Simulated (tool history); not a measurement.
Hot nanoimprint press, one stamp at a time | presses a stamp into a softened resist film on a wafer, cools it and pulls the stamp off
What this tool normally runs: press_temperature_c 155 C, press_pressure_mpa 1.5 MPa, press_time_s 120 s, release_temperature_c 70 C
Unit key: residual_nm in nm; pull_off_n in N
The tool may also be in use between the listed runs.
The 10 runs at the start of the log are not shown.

run 11 hour=115.6 | press_temperature_c=155 press_pressure_mpa=1.19 press_time_s=120 release_temperature_c=70 | residual_nm=118.5 pull_off_n=148
run 12 hour=130.9 | press_temperature_c=155 press_pressure_mpa=1.5 press_time_s=120 release_temperature_c=70 | residual_nm=104.8 pull_off_n=147
run 13 hour=146.2 | press_temperature_c=155 press_pressure_mpa=1.5 press_time_s=120 release_temperature_c=70 | residual_nm=105.7 pull_off_n=142
run 14 hour=153.7 | press_temperature_c=155 press_pressure_mpa=1.5 press_time_s=120 release_temperature_c=70 | residual_nm=105.7 pull_off_n=138
-- hour=164.7 stamp cleaned and given a new release coat
run 15 hour=166.3 | press_temperature_c=155 press_pressure_mpa=1.5 press_time_s=120 release_temperature_c=70 | residual_nm=104.4 pull_off_n=141
run 16 hour=175.3 | press_temperature_c=155 press_pressure_mpa=1.5 press_time_s=120 release_temperature_c=70 | residual_nm=104.4 pull_off_n=137
run 17 hour=183.4 | press_temperature_c=144 press_pressure_mpa=1.31 press_time_s=120 release_temperature_c=60 | residual_nm=172.7 pull_off_n=162
run 18 hour=192 | press_temperature_c=164 press_pressure_mpa=1.21 press_time_s=154 release_temperature_c=57 | residual_nm=76.1 pull_off_n=165
run 19 hour=203.2 | press_temperature_c=164 press_pressure_mpa=1.21 press_time_s=154 release_temperature_c=57 | residual_nm=75.8 pull_off_n=179
run 20 hour=212.9 | press_temperature_c=155 press_pressure_mpa=1.5 press_time_s=152 release_temperature_c=70 | residual_nm=95 pull_off_n=142
run 21 hour=222.1 | press_temperature_c=155 press_pressure_mpa=1.5 press_time_s=148 release_temperature_c=73 | residual_nm=95.9 pull_off_n=135
run 22 hour=231.4 | press_temperature_c=155 press_pressure_mpa=1.5 press_time_s=120 release_temperature_c=69 | residual_nm=104.4 pull_off_n=138
run 23 hour=243.7 | press_temperature_c=155 press_pressure_mpa=1.31 press_time_s=109 release_temperature_c=62 | residual_nm=116.5 pull_off_n=162
run 24 hour=253.1 | press_temperature_c=155 press_pressure_mpa=1.57 press_time_s=136 release_temperature_c=62 | residual_nm=98.3 pull_off_n=155
run 25 hour=265.4 | press_temperature_c=155 press_pressure_mpa=1.57 press_time_s=169 release_temperature_c=62 | residual_nm=90.8 pull_off_n=159
run 26 hour=276.3 | press_temperature_c=155 press_pressure_mpa=1.08 press_time_s=169 release_temperature_c=62 | residual_nm=107.8 pull_off_n=162
run 27 hour=288.1 | press_temperature_c=155 press_pressure_mpa=1.5 press_time_s=134 release_temperature_c=67 | residual_nm=100.2 pull_off_n=154
run 28 hour=303 | press_temperature_c=155 press_pressure_mpa=1.5 press_time_s=134 release_temperature_c=67 | residual_nm=99.2 pull_off_n=151
run 29 hour=312.8 | press_temperature_c=155 press_pressure_mpa=1.5 press_time_s=134 release_temperature_c=67 | residual_nm=100.4 pull_off_n=152
run 30 hour=319.3 | press_temperature_c=155 press_pressure_mpa=2.19 press_time_s=130 release_temperature_c=69 | residual_nm=83.1 pull_off_n=147

Branching from run 30: 3 alternative next runs. What would each branch give?
run A hour=327 | press_temperature_c=149 press_pressure_mpa=1.26 press_time_s=130 release_temperature_c=78 | residual_nm=? pull_off_n=?
run B hour=327 | press_temperature_c=155 press_pressure_mpa=2.19 press_time_s=130 release_temperature_c=64 | residual_nm=? pull_off_n=?
run C hour=327 | press_temperature_c=146 press_pressure_mpa=2.19 press_time_s=130 release_temperature_c=60 | residual_nm=? pull_off_n=?

run=A residual_nm=140.5 pull_off_n=120
run=B residual_nm=83 pull_off_n=159
run=C residual_nm=122.6 pull_off_n=166
The same runs, with their run-to-run variation unchanged, on a tool lacking any hidden condition would have given:
run=A residual_nm=140.8 pull_off_n=119
run=B residual_nm=83.1 pull_off_n=158
run=C residual_nm=122.7 pull_off_n=165

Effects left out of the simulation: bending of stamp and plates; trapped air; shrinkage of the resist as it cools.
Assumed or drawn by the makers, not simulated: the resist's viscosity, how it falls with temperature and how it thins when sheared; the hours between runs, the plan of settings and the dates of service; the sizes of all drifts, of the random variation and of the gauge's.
